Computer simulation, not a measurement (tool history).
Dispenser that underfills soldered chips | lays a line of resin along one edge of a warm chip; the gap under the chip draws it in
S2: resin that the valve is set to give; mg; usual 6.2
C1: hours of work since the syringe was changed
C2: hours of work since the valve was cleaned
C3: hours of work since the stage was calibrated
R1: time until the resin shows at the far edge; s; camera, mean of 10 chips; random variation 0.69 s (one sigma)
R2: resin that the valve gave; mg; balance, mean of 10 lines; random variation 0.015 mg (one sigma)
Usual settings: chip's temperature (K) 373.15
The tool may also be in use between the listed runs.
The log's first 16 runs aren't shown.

{"hour": 120.5, "done": "new syringe of resin"}
{"run": 17, "hour": 128.3, "chip's temperature (K)": 373.15, "S2": 6.2, "C1": 6, "C2": 52, "C3": 314, "R1": 90.3, "R2": 5.95}
{"hour": 133.5, "done": "new syringe of resin"}
{"hour": 135.1, "done": "dispensing valve cleaned and set on the balance"}
{"run": 18, "hour": 137.9, "chip's temperature (K)": 373.15, "S2": 6.2, "C1": 2, "C2": 2, "C3": 320, "R1": 70.6, "R2": 6.16}
{"run": 19, "hour": 142.8, "chip's temperature (K)": 366.15, "S2": 7.84, "C1": 6, "C2": 6, "C3": 324, "R1": 112.8, "R2": 7.76}
{"hour": 147.4, "done": "new syringe of resin"}
{"run": 20, "hour": 152.3, "chip's temperature (K)": 366.15, "S2": 7.84, "C1": 4, "C2": 12, "C3": 330, "R1": 94.4, "R2": 7.76}
{"hour": 160.8, "done": "new syringe of resin"}
{"run": 21, "hour": 160.8, "chip's temperature (K)": 366.15, "S2": 6.98, "C1": 0, "C2": 18, "C3": 336, "R1": 73.3, "R2": 6.84}
{"run": 22, "hour": 166.3, "chip's temperature (K)": 367.15, "S2": 7.53, "C1": 4, "C2": 22, "C3": 340, "R1": 95.1, "R2": 7.36}
{"hour": 174.2, "done": "new syringe of resin"}
{"run": 23, "hour": 175.5, "chip's temperature (K)": 379.15, "S2": 6.16, "C1": 1, "C2": 28, "C3": 347, "R1": 53.3, "R2": 6.01}
{"run": 24, "hour": 182.5, "chip's temperature (K)": 373.15, "S2": 7.97, "C1": 6, "C2": 33, "C3": 352, "R1": 89.3, "R2": 7.69}

Forecast run 25:
{"hour": 187.4, "done": "new syringe of resin"}
{"run": 25, "hour": 188.1, "chip's temperature (K)": 386.15, "S2": 6.35, "C1": 0, "C2": 37, "C3": 355, "R1": "?", "R2": "?"}

{"run 25": {"R1": 41.9, "R2": 6.11}}
Without the tool's hidden state the same run would have given R1 42.3 s, R2 6.33 mg.
